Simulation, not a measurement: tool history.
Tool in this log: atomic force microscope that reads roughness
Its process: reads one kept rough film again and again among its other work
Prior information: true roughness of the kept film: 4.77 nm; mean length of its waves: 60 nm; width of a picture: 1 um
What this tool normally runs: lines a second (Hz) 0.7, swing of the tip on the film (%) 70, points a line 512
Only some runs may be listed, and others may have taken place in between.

run	hour	lines a second (Hz)	swing of the tip on the film (%)	points a line	roughness of the kept film (nm (root mean square))
1	0	0.7	70	512	4.32
2	23.5	0.7	81	512	4.019
3	40.6	0.7	81	512	3.936
4	60.4	0.7	70	614	3.969
5	85	0.7	70	614	3.865
6	106.1	0.7	70	614	3.766
# hour 124.3: new tip fitted
7	130.8	1.992	70	512	3.957
8	148.8	0.7	69	512	4.191
9	162.1	0.7	69	512	4.144
10	183.9	1.119	88	564	3.523
11	207.5	1.119	88	564	3.437
12	230.7	1.119	88	564	3.36
13	248.7	1.662	84	993	3.163
# hour 250.7: new tip fitted
14	262.9	0.7	63	313	4.341
15	275.9	0.7	63	313	4.29
16	293.7	0.556	67	303	4.149
17	316.3	2.32	88	370	2.97

Forecast each of these 4 alternatives for the next run:
A	340.7	2.32	76	518	?
B	340.7	0.696	68	631	?
C	340.7	0.7	72	698	?
D	340.7	2.175	75	613	?

run	roughness of the kept film (nm (root mean square))
A	3.331
B	3.911
C	3.874
D	3.403
With no hidden state in the tool, these same runs would have given:
run	roughness of the kept film (nm (root mean square))
A	3.714
B	4.36
C	4.319
D	3.794

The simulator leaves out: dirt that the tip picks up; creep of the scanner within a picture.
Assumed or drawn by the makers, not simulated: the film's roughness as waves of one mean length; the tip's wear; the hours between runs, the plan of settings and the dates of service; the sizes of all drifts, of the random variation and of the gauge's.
